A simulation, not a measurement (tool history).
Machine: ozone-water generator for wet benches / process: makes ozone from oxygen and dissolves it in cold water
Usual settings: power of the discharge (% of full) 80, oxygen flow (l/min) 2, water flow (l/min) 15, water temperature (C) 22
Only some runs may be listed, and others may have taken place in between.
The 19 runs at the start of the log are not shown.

run	hour	power of the discharge (% of full)	oxygen flow (l/min)	water flow (l/min)	water temperature (C)	dissolved ozone (ppm)	ozone in the gas ahead of the water (g/m3)
20	1883.5	73	3.27	22	22	9.9	136.6
21	2013.2	83	1.14	22	22	9.6	299.6
22	2068.8	57	2	15	14	12	145.9
23	2176.5	57	2	15	30	10.3	146.4
24	2234.4	87	2.41	15	30	15.1	194.3
25	2302.6	80	2.04	15	17	16.2	198.8
# hour 2389.1: water thermometer calibrated
26	2394.9	80	2	19	14	13	201.8
27	2472.6	77	2	9	22	22.4	194.6

What does the tool deliver on the next run?
28	2556.1	98	2	10	22	?	?

dissolved ozone (ppm): 25.8
ozone in the gas ahead of the water (g/m3): 243.3
With the hidden condition absent and the run-to-run variation left alone, this run would have shown dissolved ozone (ppm) 25.9, ozone in the gas ahead of the water (g/m3) 243.8.
